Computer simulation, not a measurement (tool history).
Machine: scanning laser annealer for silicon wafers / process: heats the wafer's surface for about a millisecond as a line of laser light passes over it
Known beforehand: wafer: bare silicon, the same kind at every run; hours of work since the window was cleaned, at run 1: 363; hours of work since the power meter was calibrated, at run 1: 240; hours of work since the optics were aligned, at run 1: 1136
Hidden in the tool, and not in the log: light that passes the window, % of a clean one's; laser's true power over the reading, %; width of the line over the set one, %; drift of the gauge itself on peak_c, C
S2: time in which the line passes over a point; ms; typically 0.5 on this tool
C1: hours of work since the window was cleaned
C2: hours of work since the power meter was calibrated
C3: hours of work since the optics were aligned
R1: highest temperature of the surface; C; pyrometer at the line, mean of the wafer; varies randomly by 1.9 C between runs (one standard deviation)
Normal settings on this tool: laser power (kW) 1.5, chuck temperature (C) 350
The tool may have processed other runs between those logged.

{"run": 1, "hour": 0.0, "laser power (kW)": 1.5, "S2": 0.5, "chuck temperature (C)": 350, "C1": 363, "C2": 240, "C3": 1136, "R1": 1148}
{"run": 2, "hour": 7.4, "laser power (kW)": 1.584, "S2": 0.5, "chuck temperature (C)": 350, "C1": 368, "C2": 246, "C3": 1142, "R1": 1202}
{"run": 3, "hour": 17.3, "laser power (kW)": 1.584, "S2": 0.5, "chuck temperature (C)": 350, "C1": 376, "C2": 254, "C3": 1150, "R1": 1203}
{"run": 4, "hour": 29.2, "laser power (kW)": 1.5, "S2": 0.5, "chuck temperature (C)": 350, "C1": 385, "C2": 263, "C3": 1159, "R1": 1147}
{"run": 5, "hour": 38.4, "laser power (kW)": 1.5, "S2": 0.5, "chuck temperature (C)": 314, "C1": 392, "C2": 270, "C3": 1166, "R1": 1110}
{"run": 6, "hour": 47.8, "laser power (kW)": 1.5, "S2": 0.5, "chuck temperature (C)": 314, "C1": 400, "C2": 278, "C3": 1173, "R1": 1107}
{"run": 7, "hour": 59.8, "laser power (kW)": 1.5, "S2": 0.5, "chuck temperature (C)": 314, "C1": 409, "C2": 287, "C3": 1183, "R1": 1108}
{"run": 8, "hour": 72.8, "laser power (kW)": 1.5, "S2": 0.5, "chuck temperature (C)": 314, "C1": 419, "C2": 297, "C3": 1193, "R1": 1104}
{"run": 9, "hour": 79.6, "laser power (kW)": 1.5, "S2": 0.5, "chuck temperature (C)": 314, "C1": 425, "C2": 303, "C3": 1198, "R1": 1107}
{"run": 10, "hour": 90.5, "laser power (kW)": 1.5, "S2": 0.5, "chuck temperature (C)": 314, "C1": 433, "C2": 311, "C3": 1207, "R1": 1107}
{"run": 11, "hour": 98.7, "laser power (kW)": 1.5, "S2": 0.5, "chuck temperature (C)": 314, "C1": 440, "C2": 317, "C3": 1213, "R1": 1104}
{"run": 12, "hour": 108.3, "laser power (kW)": 1.5, "S2": 0.5, "chuck temperature (C)": 314, "C1": 447, "C2": 325, "C3": 1221, "R1": 1103}
{"run": 13, "hour": 119.0, "laser power (kW)": 1.5, "S2": 0.5, "chuck temperature (C)": 314, "C1": 455, "C2": 333, "C3": 1229, "R1": 1105}
{"run": 14, "hour": 129.7, "laser power (kW)": 1.5, "S2": 0.5, "chuck temperature (C)": 314, "C1": 464, "C2": 342, "C3": 1237, "R1": 1101}
{"run": 15, "hour": 136.2, "laser power (kW)": 1.5, "S2": 0.5, "chuck temperature (C)": 350, "C1": 469, "C2": 347, "C3": 1242, "R1": 1141}
{"run": 16, "hour": 147.8, "laser power (kW)": 1.5, "S2": 0.386, "chuck temperature (C)": 357, "C1": 478, "C2": 356, "C3": 1252, "R1": 1042}
{"run": 17, "hour": 160.1, "laser power (kW)": 1.301, "S2": 0.471, "chuck temperature (C)": 367, "C1": 488, "C2": 365, "C3": 1261, "R1": 1005}
{"run": 18, "hour": 168.2, "laser power (kW)": 1.5, "S2": 0.485, "chuck temperature (C)": 359, "C1": 494, "C2": 372, "C3": 1267, "R1": 1135}
{"run": 19, "hour": 176.9, "laser power (kW)": 1.63, "S2": 0.545, "chuck temperature (C)": 342, "C1": 501, "C2": 379, "C3": 1274, "R1": 1256}
{"run": 20, "hour": 183.4, "laser power (kW)": 1.549, "S2": 0.378, "chuck temperature (C)": 364, "C1": 506, "C2": 384, "C3": 1279, "R1": 1063}
{"run": 21, "hour": 196.1, "laser power (kW)": 1.637, "S2": 0.461, "chuck temperature (C)": 364, "C1": 516, "C2": 394, "C3": 1289, "R1": 1201}
{"hour": 205.0, "done": "window over the wafer cleaned"}
{"run": 22, "hour": 205.8, "laser power (kW)": 1.637, "S2": 0.461, "chuck temperature (C)": 364, "C1": 1, "C2": 400, "C3": 1295, "R1": 1236}
{"run": 23, "hour": 214.0, "laser power (kW)": 1.345, "S2": 0.5, "chuck temperature (C)": 350, "C1": 7, "C2": 406, "C3": 1302, "R1": 1059}
{"run": 24, "hour": 223.1, "laser power (kW)": 1.564, "S2": 0.576, "chuck temperature (C)": 372, "C1": 14, "C2": 413, "C3": 1309, "R1": 1302}
{"run": 25, "hour": 232.0, "laser power (kW)": 1.5, "S2": 0.5, "chuck temperature (C)": 383, "C1": 21, "C2": 420, "C3": 1316, "R1": 1199}
{"run": 26, "hour": 243.5, "laser power (kW)": 1.5, "S2": 0.5, "chuck temperature (C)": 383, "C1": 30, "C2": 429, "C3": 1325, "R1": 1199}
{"run": 27, "hour": 250.8, "laser power (kW)": 1.38, "S2": 0.431, "chuck temperature (C)": 361, "C1": 36, "C2": 435, "C3": 1330, "R1": 1036}
{"run": 28, "hour": 260.2, "laser power (kW)": 1.5, "S2": 0.42, "chuck temperature (C)": 315, "C1": 43, "C2": 442, "C3": 1338, "R1": 1059}
{"run": 29, "hour": 270.3, "laser power (kW)": 1.358, "S2": 0.446, "chuck temperature (C)": 350, "C1": 51, "C2": 450, "C3": 1346, "R1": 1024}

Below are 4 alternative next runs, each starting from the tool's condition after run 29. Predict each:
{"run": "A", "hour": 280.5, "laser power (kW)": 1.422, "S2": 0.409, "chuck temperature (C)": 345, "C1": 59, "C2": 458, "C3": 1354, "R1": "?"}
{"run": "B", "hour": 280.5, "laser power (kW)": 1.558, "S2": 0.5, "chuck temperature (C)": 350, "C1": 59, "C2": 458, "C3": 1354, "R1": "?"}
{"run": "C", "hour": 280.5, "laser power (kW)": 1.294, "S2": 0.39, "chuck temperature (C)": 330, "C1": 59, "C2": 458, "C3": 1354, "R1": "?"}
{"run": "D", "hour": 280.5, "laser power (kW)": 1.449, "S2": 0.399, "chuck temperature (C)": 350, "C1": 59, "C2": 458, "C3": 1354, "R1": "?"}

run=A R1=1027
run=B R1=1201
run=C R1=922
run=D R1=1038
Without the tool's unlogged condition, the same runs would have read:
run=A R1=1048
run=B R1=1226
run=C R1=940
run=D R1=1059
